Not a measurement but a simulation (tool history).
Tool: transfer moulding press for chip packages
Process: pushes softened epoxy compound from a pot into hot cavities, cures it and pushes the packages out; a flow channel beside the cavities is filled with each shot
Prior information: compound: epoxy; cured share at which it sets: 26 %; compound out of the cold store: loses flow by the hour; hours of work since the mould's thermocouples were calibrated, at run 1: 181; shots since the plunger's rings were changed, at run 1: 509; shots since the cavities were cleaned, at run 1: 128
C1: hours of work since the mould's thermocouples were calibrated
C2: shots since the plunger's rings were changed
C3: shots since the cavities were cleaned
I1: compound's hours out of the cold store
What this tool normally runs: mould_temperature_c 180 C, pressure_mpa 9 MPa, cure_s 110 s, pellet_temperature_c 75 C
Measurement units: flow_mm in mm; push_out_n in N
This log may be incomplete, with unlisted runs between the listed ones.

{"run": 1, "day": 0.0, "mould_temperature_c": 180, "pressure_mpa": 9, "cure_s": 110, "pellet_temperature_c": 75, "C1": 181, "C2": 509, "C3": 128, "I1": 25.8, "flow_mm": 875, "push_out_n": 311}
{"run": 2, "day": 0.304, "mould_temperature_c": 180, "pressure_mpa": 9, "cure_s": 110, "pellet_temperature_c": 75, "C1": 185, "C2": 576, "C3": 195, "I1": 34.3, "flow_mm": 822, "push_out_n": 359}
{"run": 3, "day": 0.767, "mould_temperature_c": 180, "pressure_mpa": 9, "cure_s": 110, "pellet_temperature_c": 75, "C1": 191, "C2": 677, "C3": 296, "I1": 29.8, "flow_mm": 838, "push_out_n": 373}
{"run": 4, "day": 1.092, "mould_temperature_c": 180, "pressure_mpa": 9, "cure_s": 110, "pellet_temperature_c": 75, "C1": 195, "C2": 748, "C3": 367, "I1": 41.5, "flow_mm": 784, "push_out_n": 403}
{"run": 5, "day": 1.408, "mould_temperature_c": 180, "pressure_mpa": 9, "cure_s": 110, "pellet_temperature_c": 75, "C1": 200, "C2": 818, "C3": 437, "I1": 47.1, "flow_mm": 762, "push_out_n": 431}
{"day": 1.808, "done": "cavities cleaned with cleaning compound and waxed"}
{"run": 6, "day": 2.0, "mould_temperature_c": 185, "pressure_mpa": 9, "cure_s": 110, "pellet_temperature_c": 75, "C1": 207, "C2": 934, "C3": 42, "I1": 28.4, "flow_mm": 823, "push_out_n": 233}
{"run": 7, "day": 2.542, "mould_temperature_c": 185, "pressure_mpa": 9, "cure_s": 110, "pellet_temperature_c": 75, "C1": 214, "C2": 1053, "C3": 161, "I1": 29.7, "flow_mm": 809, "push_out_n": 275}
{"run": 8, "day": 2.946, "mould_temperature_c": 173, "pressure_mpa": 9, "cure_s": 110, "pellet_temperature_c": 75, "C1": 219, "C2": 1142, "C3": 250, "I1": 44.1, "flow_mm": 803, "push_out_n": 568}
{"run": 9, "day": 3.225, "mould_temperature_c": 173, "pressure_mpa": 9, "cure_s": 110, "pellet_temperature_c": 75, "C1": 223, "C2": 1203, "C3": 311, "I1": 24.3, "flow_mm": 898, "push_out_n": 687}
{"run": 10, "day": 3.579, "mould_temperature_c": 173, "pressure_mpa": 9, "cure_s": 110, "pellet_temperature_c": 75, "C1": 228, "C2": 1281, "C3": 389, "I1": 31.4, "flow_mm": 860, "push_out_n": 672}
{"run": 11, "day": 3.912, "mould_temperature_c": 181, "pressure_mpa": 9, "cure_s": 110, "pellet_temperature_c": 75, "C1": 232, "C2": 1354, "C3": 462, "I1": 28.6, "flow_mm": 836, "push_out_n": 402}
{"day": 4.221, "done": "cavities cleaned with cleaning compound and waxed"}
{"run": 12, "day": 4.5, "mould_temperature_c": 182, "pressure_mpa": 9, "cure_s": 110, "pellet_temperature_c": 75, "C1": 239, "C2": 1469, "C3": 61, "I1": 47.4, "flow_mm": 754, "push_out_n": 247}
{"run": 13, "day": 4.758, "mould_temperature_c": 182, "pressure_mpa": 9, "cure_s": 110, "pellet_temperature_c": 75, "C1": 243, "C2": 1526, "C3": 118, "I1": 28.1, "flow_mm": 848, "push_out_n": 290}
{"run": 14, "day": 5.162, "mould_temperature_c": 182, "pressure_mpa": 8.3, "cure_s": 107, "pellet_temperature_c": 75, "C1": 248, "C2": 1615, "C3": 207, "I1": 31.8, "flow_mm": 781, "push_out_n": 336}
{"run": 15, "day": 5.762, "mould_temperature_c": 175, "pressure_mpa": 10.48, "cure_s": 107, "pellet_temperature_c": 75, "C1": 256, "C2": 1746, "C3": 338, "I1": 10.5, "flow_mm": 1036, "push_out_n": 658}
{"run": 16, "day": 6.162, "mould_temperature_c": 175, "pressure_mpa": 10.48, "cure_s": 107, "pellet_temperature_c": 75, "C1": 262, "C2": 1834, "C3": 426, "I1": 13.4, "flow_mm": 1020, "push_out_n": 692}
{"day": 6.642, "done": "cavities cleaned with cleaning compound and waxed"}
{"run": 17, "day": 6.7, "mould_temperature_c": 184, "pressure_mpa": 7.31, "cure_s": 107, "pellet_temperature_c": 75, "C1": 268, "C2": 1938, "C3": 13, "I1": 38.9, "flow_mm": 700, "push_out_n": 220}
{"run": 18, "day": 7.233, "mould_temperature_c": 184, "pressure_mpa": 7.31, "cure_s": 107, "pellet_temperature_c": 75, "C1": 275, "C2": 2055, "C3": 130, "I1": 25.5, "flow_mm": 751, "push_out_n": 271}
{"run": 19, "day": 7.65, "mould_temperature_c": 174, "pressure_mpa": 8.52, "cure_s": 91, "pellet_temperature_c": 75, "C1": 281, "C2": 2147, "C3": 222, "I1": 41.2, "flow_mm": 785, "push_out_n": 803}
{"run": 20, "day": 7.996, "mould_temperature_c": 174, "pressure_mpa": 8.52, "cure_s": 91, "pellet_temperature_c": 75, "C1": 285, "C2": 2223, "C3": 298, "I1": 14.1, "flow_mm": 915, "push_out_n": 942}
{"run": 21, "day": 8.575, "mould_temperature_c": 174, "pressure_mpa": 8.52, "cure_s": 91, "pellet_temperature_c": 75, "C1": 293, "C2": 2351, "C3": 426, "I1": 40.3, "flow_mm": 788, "push_out_n": 941}
{"day": 9.033, "done": "cavities cleaned with cleaning compound and waxed"}
{"run": 22, "day": 9.108, "mould_temperature_c": 181, "pressure_mpa": 7.31, "cure_s": 125, "pellet_temperature_c": 75, "C1": 299, "C2": 2453, "C3": 16, "I1": 39.8, "flow_mm": 709, "push_out_n": 210}
{"run": 23, "day": 9.683, "mould_temperature_c": 181, "pressure_mpa": 7.31, "cure_s": 125, "pellet_temperature_c": 75, "C1": 307, "C2": 2580, "C3": 143, "I1": 30.9, "flow_mm": 739, "push_out_n": 274}
{"run": 24, "day": 10.112, "mould_temperature_c": 181, "pressure_mpa": 7.31, "cure_s": 114, "pellet_temperature_c": 75, "C1": 313, "C2": 2674, "C3": 237, "I1": 13.1, "flow_mm": 811, "push_out_n": 355}
{"run": 25, "day": 10.362, "mould_temperature_c": 180, "pressure_mpa": 9, "cure_s": 117, "pellet_temperature_c": 74, "C1": 316, "C2": 2729, "C3": 292, "I1": 21.5, "flow_mm": 872, "push_out_n": 368}
{"run": 26, "day": 10.612, "mould_temperature_c": 180, "pressure_mpa": 7.98, "cure_s": 110, "pellet_temperature_c": 75, "C1": 319, "C2": 2784, "C3": 347, "I1": 41.3, "flow_mm": 736, "push_out_n": 398}

Run by run, hidden condition taken away, random variation retained:
The tool's hidden condition here consists of: true mould temperature over the reading, C; pressure that reaches the compound, % of what is set; grip of the stained cavities, % over clean ones'; drift of the gauge itself on flow_mm, %; drift of the gauge itself on push_out_n, %.
run=1 flow_mm=879 push_out_n=215
run=2 flow_mm=826 push_out_n=226
run=3 flow_mm=843 push_out_n=208
run=4 flow_mm=789 push_out_n=217
run=5 flow_mm=767 push_out_n=225
run=6 flow_mm=830 push_out_n=203
run=7 flow_mm=817 push_out_n=186
run=8 flow_mm=811 push_out_n=334
run=9 flow_mm=907 push_out_n=382
run=10 flow_mm=869 push_out_n=353
run=11 flow_mm=845 push_out_n=205
run=12 flow_mm=764 push_out_n=197
run=13 flow_mm=860 push_out_n=205
run=14 flow_mm=792 push_out_n=210
run=15 flow_mm=1052 push_out_n=354
run=16 flow_mm=1036 push_out_n=358
run=17 flow_mm=712 push_out_n=204
run=18 flow_mm=765 push_out_n=187
run=19 flow_mm=800 push_out_n=483
run=20 flow_mm=933 push_out_n=526
run=21 flow_mm=804 push_out_n=477
run=22 flow_mm=724 push_out_n=195
run=23 flow_mm=756 push_out_n=189
run=24 flow_mm=830 push_out_n=211
run=25 flow_mm=893 push_out_n=209
run=26 flow_mm=754 push_out_n=212
